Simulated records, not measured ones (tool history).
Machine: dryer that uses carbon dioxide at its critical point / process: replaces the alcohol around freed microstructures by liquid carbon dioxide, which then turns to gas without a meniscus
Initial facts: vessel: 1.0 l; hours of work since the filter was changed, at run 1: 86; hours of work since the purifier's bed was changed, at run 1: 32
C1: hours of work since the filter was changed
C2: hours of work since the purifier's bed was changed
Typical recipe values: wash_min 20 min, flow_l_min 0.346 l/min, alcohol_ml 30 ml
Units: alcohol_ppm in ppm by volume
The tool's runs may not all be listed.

Run 1, hour 0.0: usual settings; C1 86; C2 32. Result: alcohol_ppm 116 ppm by volume.
Run 2, hour 38.7: usual settings but flow_l_min 0.458 l/min; C1 100; C2 45. Result: alcohol_ppm 37 ppm by volume.
Run 3, hour 62.5: usual settings but flow_l_min 0.458 l/min; C1 108; C2 53. Result: alcohol_ppm 25 ppm by volume.
Run 4, hour 101.7: usual settings; C1 121; C2 67. Result: alcohol_ppm 138 ppm by volume.
Run 5, hour 130.7: usual settings; C1 131; C2 77. Result: alcohol_ppm 137 ppm by volume.
Run 6, hour 153.2: usual settings; C1 139; C2 84. Result: alcohol_ppm 140 ppm by volume.
Run 7, hour 179.6: usual settings; C1 148; C2 93. Result: alcohol_ppm 150 ppm by volume.
Run 8, hour 211.8: usual settings but flow_l_min 0.340 l/min; C1 159; C2 104. Result: alcohol_ppm 171 ppm by volume.
Run 9, hour 235.2: usual settings but flow_l_min 0.340 l/min, alcohol_ml 56 ml; C1 167; C2 113. Result: alcohol_ppm 315 ppm by volume.
At hour 272.1: inlet filter changed.
Run 10, hour 278.9: usual settings but flow_l_min 0.340 l/min, alcohol_ml 56 ml; C1 2; C2 127. Result: alcohol_ppm 179 ppm by volume.
Run 11, hour 320.5: usual settings but wash_min 14 min, flow_l_min 0.340 l/min, alcohol_ml 56 ml; C1 17; C2 142. Result: alcohol_ppm 946 ppm by volume.
Run 12, hour 357.4: usual settings but wash_min 23 min; C1 29; C2 154. Result: alcohol_ppm 46 ppm by volume.
Run 13, hour 399.7: usual settings but wash_min 23 min; C1 44; C2 169. Result: alcohol_ppm 52 ppm by volume.
Run 14, hour 440.0: usual settings but wash_min 23 min; C1 58; C2 183. Result: alcohol_ppm 60 ppm by volume.
Run 15, hour 481.4: usual settings but wash_min 13 min; C1 72; C2 197. Result: alcohol_ppm 762 ppm by volume.
Run 16, hour 519.4: usual settings; C1 85; C2 210. Result: alcohol_ppm 126 ppm by volume.
Run 17, hour 551.5: usual settings but wash_min 27 min; C1 96; C2 221. Result: alcohol_ppm 44 ppm by volume.
Run 18, hour 582.8: usual settings but wash_min 27 min; C1 107; C2 232. Result: alcohol_ppm 36 ppm by volume.
Run 19, hour 612.3: usual settings but wash_min 27 min, flow_l_min 0.576 l/min; C1 117; C2 242. Result: alcohol_ppm 16 ppm by volume.
Run 20, hour 636.3: usual settings; C1 125; C2 250. Result: alcohol_ppm 148 ppm by volume.
Run 21, hour 680.0: usual settings but wash_min 14 min; C1 140; C2 265. Result: alcohol_ppm 707 ppm by volume.
Run 22, hour 697.6: usual settings but wash_min 14 min; C1 147; C2 271. Result: alcohol_ppm 703 ppm by volume.
Run 23, hour 728.7: usual settings but wash_min 14 min; C1 157; C2 282. Result: alcohol_ppm 741 ppm by volume.
Run 24, hour 748.7: usual settings but wash_min 14 min; C1 164; C2 289. Result: alcohol_ppm 764 ppm by volume.
Run 25, hour 787.3: usual settings but wash_min 14 min; C1 177; C2 302. Result: alcohol_ppm 818 ppm by volume.
At hour 794.8: inlet filter changed.
Run 26, hour 820.1: usual settings but wash_min 14 min; C1 9; C2 313. Result: alcohol_ppm 476 ppm by volume.
Run 27, hour 861.7: usual settings but wash_min 14 min; C1 23; C2 328. Result: alcohol_ppm 500 ppm by volume.
Run 28, hour 896.6: usual settings but wash_min 18 min; C1 35; C2 340. Result: alcohol_ppm 180 ppm by volume.
Run 29, hour 916.1: usual settings but wash_min 23 min, flow_l_min 0.237 l/min, alcohol_ml 67 ml; C1 42; C2 346. Result: alcohol_ppm 717 ppm by volume.
Run 30, hour 954.9: usual settings but wash_min 19 min, flow_l_min 0.447 l/min, alcohol_ml 119 ml; C1 55; C2 360. Result: alcohol_ppm 126 ppm by volume.
Run 31, hour 973.7: usual settings but wash_min 13 min, flow_l_min 0.554 l/min; C1 62; C2 366. Result: alcohol_ppm 113 ppm by volume.
Run 32, hour 1011.6: usual settings but wash_min 27 min, flow_l_min 0.312 l/min; C1 75; C2 379. Result: alcohol_ppm 58 ppm by volume.
Run 33, hour 1045.3: usual settings but wash_min 27 min, flow_l_min 0.312 l/min, alcohol_ml 65 ml; C1 86; C2 391. Result: alcohol_ppm 103 ppm by volume.
Run 34, hour 1080.3: usual settings but wash_min 27 min, flow_l_min 0.312 l/min, alcohol_ml 24 ml; C1 98; C2 403. Result: alcohol_ppm 57 ppm by volume.
Run 35, hour 1098.1: usual settings but wash_min 23 min, flow_l_min 0.407 l/min, alcohol_ml 46 ml; C1 104; C2 409. Result: alcohol_ppm 48 ppm by volume.
Run 36, hour 1125.4: usual settings but wash_min 23 min, flow_l_min 0.407 l/min, alcohol_ml 46 ml; C1 114; C2 418. Result: alcohol_ppm 70 ppm by volume.
Run 37, hour 1155.4: usual settings but wash_min 28 min, flow_l_min 0.381 l/min, alcohol_ml 50 ml; C1 124; C2 429. Result: alcohol_ppm 49 ppm by volume.
Run 38, hour 1182.7: usual settings but wash_min 25 min, flow_l_min 0.400 l/min; C1 134; C2 438. Result: alcohol_ppm 48 ppm by volume.
Run 39, hour 1202.9: usual settings but wash_min 25 min, alcohol_ml 25 ml; C1 140; C2 445. Result: alcohol_ppm 70 ppm by volume.
Run 40, hour 1240.8: usual settings but wash_min 14 min, flow_l_min 0.572 l/min, alcohol_ml 115 ml; C1 154; C2 458. Result: alcohol_ppm 269 ppm by volume.
Run 41, hour 1272.6: usual settings but wash_min 15 min, flow_l_min 0.516 l/min, alcohol_ml 50 ml; C1 165; C2 469. Result: alcohol_ppm 170 ppm by volume.
Run 42, hour 1293.5: usual settings but wash_min 15 min, flow_l_min 0.516 l/min, alcohol_ml 50 ml; C1 172; C2 476. Result: alcohol_ppm 171 ppm by volume.
At hour 1316.9: inlet filter changed.
Run 43, hour 1323.5: usual settings but wash_min 15 min, flow_l_min 0.516 l/min, alcohol_ml 50 ml; C1 2; C2 486. Result: alcohol_ppm 96 ppm by volume.
Run 44, hour 1341.7: usual settings but wash_min 27 min, flow_l_min 0.412 l/min, alcohol_ml 25 ml; C1 9; C2 492. Result: alcohol_ppm 47 ppm by volume.
Run 45, hour 1372.0: usual settings but wash_min 27 min, flow_l_min 0.412 l/min, alcohol_ml 25 ml; C1 19; C2 503. Result: alcohol_ppm 41 ppm by volume.
Run 46, hour 1414.3: usual settings but wash_min 29 min, flow_l_min 0.359 l/min, alcohol_ml 29 ml; C1 34; C2 517. Result: alcohol_ppm 49 ppm by volume.
Run 47, hour 1438.0: usual settings but wash_min 29 min, flow_l_min 0.352 l/min, alcohol_ml 108 ml; C1 42; C2 526. Result: alcohol_ppm 59 ppm by volume.

Each row is a separate what-if for the run after 47, all from the same tool condition, not one after another. Results?
Run A, hour 1462.1: usual settings but wash_min 15 min, flow_l_min 0.412 l/min; C1 50; C2 534. Result: alcohol_ppm ?.
Run B, hour 1462.1: usual settings but wash_min 16 min, flow_l_min 0.440 l/min, alcohol_ml 28 ml; C1 50; C2 534. Result: alcohol_ppm ?.
Run C, hour 1462.1: usual settings but wash_min 29 min, flow_l_min 0.478 l/min, alcohol_ml 80 ml; C1 50; C2 534. Result: alcohol_ppm ?.
Run D, hour 1462.1: usual settings but wash_min 15 min, flow_l_min 0.352 l/min, alcohol_ml 108 ml; C1 50; C2 534. Result: alcohol_ppm ?.

run  alcohol_ppm
  A          211
  B          120
  C           38
  D         1379
Take away the tool's hidden state, keep each run's random variation, and the runs would have read:
run  alcohol_ppm
  A          144
  B           68
  C            1
  D         1121
